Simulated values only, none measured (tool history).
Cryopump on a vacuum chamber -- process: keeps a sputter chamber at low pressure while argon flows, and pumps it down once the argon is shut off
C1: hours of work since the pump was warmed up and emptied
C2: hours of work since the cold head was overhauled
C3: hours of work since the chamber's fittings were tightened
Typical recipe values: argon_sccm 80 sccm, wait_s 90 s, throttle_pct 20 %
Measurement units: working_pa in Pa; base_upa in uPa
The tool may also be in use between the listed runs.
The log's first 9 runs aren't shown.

Run 10, hour 693.9: usual settings but wait_s 21 s; C1 265; C2 921; C3 1026. Result: working_pa 0.6102 Pa, base_upa 6.19 uPa.
Run 11, hour 759.1: usual settings; C1 293; C2 948; C3 1053. Result: working_pa 0.6080 Pa, base_upa 3.88 uPa.
Run 12, hour 856.1: usual settings; C1 333; C2 989; C3 1093. Result: working_pa 0.6134 Pa, base_upa 4.01 uPa.
Run 13, hour 911.8: usual settings; C1 356; C2 1012; C3 1117. Result: working_pa 0.6139 Pa, base_upa 4.17 uPa.
Run 14, hour 978.6: usual settings but wait_s 197 s; C1 384; C2 1040; C3 1145. Result: working_pa 0.6128 Pa, base_upa 4.06 uPa.
Run 15, hour 1069.2: usual settings but wait_s 197 s; C1 422; C2 1078; C3 1183. Result: working_pa 0.6117 Pa, base_upa 4.11 uPa.
Run 16, hour 1153.3: usual settings; C1 457; C2 1113; C3 1218. Result: working_pa 0.6146 Pa, base_upa 4.45 uPa.
Run 17, hour 1210.9: usual settings; C1 481; C2 1137; C3 1242. Result: working_pa 0.6142 Pa, base_upa 4.79 uPa.
Run 18, hour 1282.2: usual settings but argon_sccm 66 sccm, wait_s 38 s, throttle_pct 21 %; C1 511; C2 1167; C3 1272. Result: working_pa 0.4858 Pa, base_upa 5.69 uPa.
At hour 1294.1: leaking fittings of the chamber tightened, without venting.
Run 19, hour 1327.7: usual settings but argon_sccm 66 sccm, wait_s 38 s, throttle_pct 21 %; C1 529; C2 1185; C3 14. Result: working_pa 0.4850 Pa, base_upa 1.93 uPa.
Run 20, hour 1401.9: usual settings but argon_sccm 122 sccm, wait_s 49 s, throttle_pct 50 %; C1 560; C2 1216; C3 45. Result: working_pa 0.3944 Pa, base_upa 1.71 uPa.
Run 21, hour 1451.6: usual settings but argon_sccm 56 sccm, wait_s 81 s, throttle_pct 56 %; C1 581; C2 1237; C3 66. Result: working_pa 0.1626 Pa, base_upa 1.29 uPa.
Run 22, hour 1533.6: usual settings but argon_sccm 55 sccm; C1 615; C2 1271; C3 100. Result: working_pa 0.4248 Pa, base_upa 1.32 uPa.
Run 23, hour 1577.4: usual settings but argon_sccm 75 sccm, wait_s 232 s, throttle_pct 32 %; C1 634; C2 1289; C3 118. Result: working_pa 0.3716 Pa, base_upa 1.00 uPa.
Run 24, hour 1621.1: usual settings but argon_sccm 44 sccm, wait_s 95 s, throttle_pct 25 %; C1 652; C2 1307; C3 137. Result: working_pa 0.2760 Pa, base_upa 1.40 uPa.
At hour 1632.1: pump warmed up, emptied and cooled again.
Run 25, hour 1671.4: usual settings but argon_sccm 42 sccm; C1 16; C2 1326; C3 156. Result: working_pa 0.3152 Pa, base_upa 1.40 uPa.
Run 26, hour 1718.2: usual settings but argon_sccm 42 sccm; C1 36; C2 1346; C3 175. Result: working_pa 0.3163 Pa, base_upa 1.45 uPa.
Run 27, hour 1759.0: usual settings but argon_sccm 53 sccm, wait_s 181 s, throttle_pct 19 %; C1 53; C2 1363; C3 192. Result: working_pa 0.4211 Pa, base_upa 1.23 uPa.
Run 28, hour 1840.3: usual settings but argon_sccm 66 sccm, wait_s 71 s, throttle_pct 28 %; C1 87; C2 1397; C3 226. Result: working_pa 0.3574 Pa, base_upa 1.79 uPa.
Run 29, hour 1912.4: usual settings but argon_sccm 66 sccm, wait_s 71 s, throttle_pct 28 %; C1 117; C2 1427; C3 256. Result: working_pa 0.3574 Pa, base_upa 1.92 uPa.
Run 30, hour 2007.0: usual settings but wait_s 96 s; C1 157; C2 1467; C3 296. Result: working_pa 0.6074 Pa, base_upa 1.80 uPa.
Run 31, hour 2047.6: usual settings but wait_s 96 s; C1 174; C2 1484; C3 313. Result: working_pa 0.6072 Pa, base_upa 1.87 uPa.
Run 32, hour 2102.0: usual settings but argon_sccm 71 sccm, wait_s 96 s, throttle_pct 51 %; C1 196; C2 1506; C3 336. Result: working_pa 0.2159 Pa, base_upa 1.89 uPa.
Run 33, hour 2152.4: usual settings but argon_sccm 61 sccm, wait_s 56 s, throttle_pct 51 %; C1 217; C2 1527; C3 357. Result: working_pa 0.1872 Pa, base_upa 2.37 uPa.

Consider 5 possible next runs. They are alternatives, not a sequence: every one starts from the tool as it was left by run 33. What does each give?
Run A, hour 2215.9: usual settings but wait_s 22 s; C1 244; C2 1554; C3 383. Result: working_pa ?, base_upa ?.
Run B, hour 2215.9: usual settings but argon_sccm 121 sccm, wait_s 39 s, throttle_pct 31 %; C1 244; C2 1554; C3 383. Result: working_pa ?, base_upa ?.
Run C, hour 2215.9: usual settings but throttle_pct 56 %; C1 244; C2 1554; C3 383. Result: working_pa ?, base_upa ?.
Run D, hour 2215.9: usual settings but argon_sccm 52 sccm, throttle_pct 30 %; C1 244; C2 1554; C3 383. Result: working_pa ?, base_upa ?.
Run E, hour 2215.9: usual settings but argon_sccm 43 sccm, wait_s 69 s, throttle_pct 28 %; C1 244; C2 1554; C3 383. Result: working_pa ?, base_upa ?.

run  working_pa  base_upa
  A      0.6100      4.13
  B      0.6000      2.98
  C      0.2247      2.14
  D      0.2645      2.04
  E      0.2364      2.27
Without the tool's hidden state the same runs would have given:
run  working_pa  base_upa
  A      0.6006      2.94
  B      0.5859      1.78
  C      0.2153      0.93
  D      0.2585      0.87
  E      0.2314      1.09
